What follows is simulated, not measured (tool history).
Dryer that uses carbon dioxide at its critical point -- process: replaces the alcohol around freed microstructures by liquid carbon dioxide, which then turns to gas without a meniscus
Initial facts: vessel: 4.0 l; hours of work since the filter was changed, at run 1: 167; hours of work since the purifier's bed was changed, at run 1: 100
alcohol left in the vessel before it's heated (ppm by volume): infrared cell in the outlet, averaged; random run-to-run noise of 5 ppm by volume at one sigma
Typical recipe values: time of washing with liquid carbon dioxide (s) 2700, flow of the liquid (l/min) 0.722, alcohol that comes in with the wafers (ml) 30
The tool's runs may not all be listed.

run   hour  time of washing with liquid carbon dioxide (s)  flow of the liquid (l/min)  alcohol that comes in with the wafers (ml)  hours of work since the filter was changed  hours of work since the purifier's bed was changed  alcohol left in the vessel before it's heated (ppm by volume)
  1      0                                            2700                       0.722                                          30                                         167                                                 100                                                             54
  2    5.3                                            2700                       0.722                                          30                                         171                                                 103                                                             58
  3   13.8                                            2460                       0.722                                          30                                         177                                                 109                                                             72
  4   17.5                                            2460                       0.722                                          30                                         179                                                 112                                                             69
  5   23.7                                            2460                       0.973                                          30                                         184                                                 116                                                             30
  6   30.8                                            2460                       0.973                                          30                                         188                                                 121                                                             35
  7     38                                            2220                       0.722                                          30                                         193                                                 126                                                            111
  8   45.2                                            2700                       0.722                                          21                                         198                                                 131                                                             52
  9   51.7                                            2700                       0.722                                          21                                         203                                                 135                                                             45
 10     59                                            2700                       0.722                                          21                                         208                                                 140                                                             47
 11   66.2                                            2700                       0.722                                          21                                         213                                                 145                                                             45
 12   72.7                                            2700                       0.722                                          21                                         217                                                 150                                                             61
 13   78.4                                            2700                       0.722                                          21                                         221                                                 153                                                             53
 14   82.5                                            2700                       0.714                                          30                                         224                                                 156                                                             62
 15   87.4                                            2700                       0.714                                          30                                         227                                                 160                                                             71
 16   93.4                                            2700                       0.722                                          30                                         231                                                 164                                                             73
 17  100.7                                            2700                       0.722                                          30                                         236                                                 169                                                             70
 18    108                                            2700                       0.722                                          30                                         241                                                 174                                                             67
 19  114.6                                            2700                       0.719                                          30                                         246                                                 178                                                             66
 20  120.7                                            2700                       1.175                                          30                                         250                                                 182                                                             34
 21  127.2                                            2700                       1.175                                          30                                         255                                                 187                                                             47
 22  135.6                                            2700                       0.722                                          30                                         260                                                 193                                                             82
 23  141.8                                            2700                       0.722                                          30                                         265                                                 197                                                             75
 24  145.5                                            2700                       0.722                                          30                                         267                                                 200                                                             79
 25  150.9                                            2700                       0.577                                          30                                         271                                                 203                                                            152
 26  155.7                                            3900                       0.833                                          30                                         274                                                 206                                                             48
 27    164                                            2700                       0.449                                          22                                         280                                                 212                                                            267
 28  172.3                                            2700                       0.449                                          22                                         286                                                 218                                                            255
 29  177.2                                            2700                       0.539                                          23                                         289                                                 221                                                            166
 30  185.7                                            2220                       0.562                                          37                                         295                                                 227                                                            373
 31  192.9                                            2700                       1.029                                          87                                         300                                                 232                                                             62
 32  198.6                                            2280                       0.937                                          47                                         304                                                 236                                                             86
 33  207.5                                            2280                       0.937                                          47                                         310                                                 242                                                             91
 34  213.6                                            2700                       0.722                                          75                                         314                                                 246                                                            151
 35  219.7                                            3180                        0.67                                          47                                         318                                                 250                                                             99
 36  225.4                                            2820                        0.67                                          77                                         322                                                 254                                                            177
 37  232.7                                            2160                        0.83                                          88                                         327                                                 259                                                            218
 38  240.4                                            1980                       0.449                                          30                                         332                                                 265                                                            782
 39  247.3                                            2340                       0.492                                          82                                         337                                                 269                                                           1062
 40  254.7                                            2340                       0.492                                          82                                         342                                                 274                                                           1057
 41  262.7                                            3240                       0.722                                          30                                         348                                                 280                                                             73
 42  267.5                                            3240                       0.722                                          30                                         351                                                 283                                                             72
 43  274.6                                            3240                       0.722                                          30                                         356                                                 288                                                             82
 44  278.8                                            1920                       0.842                                          93                                         359                                                 291                                                            363
 45  285.9                                            1920                       0.597                                          93                                         363                                                 296                                                           1193
 46  292.1                                            3720                       1.207                                          23                                         368                                                 300                                                             59
 47  296.2                                            3720                       1.207                                          23                                         371                                                 303                                                             69
 48    303                                            2820                       0.517                                          58                                         375                                                 308                                                            405

Forecast each of these 3 alternatives for the next run:
  A  307.8                                            1740                       0.722                                          30                                         379                                                 311                                                              ?
  B  307.8                                            3360                       1.167                                         100                                         379                                                 311                                                              ?
  C  307.8                                            1680                       0.517                                          58                                         379                                                 311                                                              ?

run  alcohol left in the vessel before it's heated (ppm by volume)
  A                                                            339
  B                                                             74
  C                                                           1580
With the hidden condition removed and each run's random variation left untouched, the same runs would have given:
run  alcohol left in the vessel before it's heated (ppm by volume)
  A                                                            158
  B                                                             13
  C                                                           1037
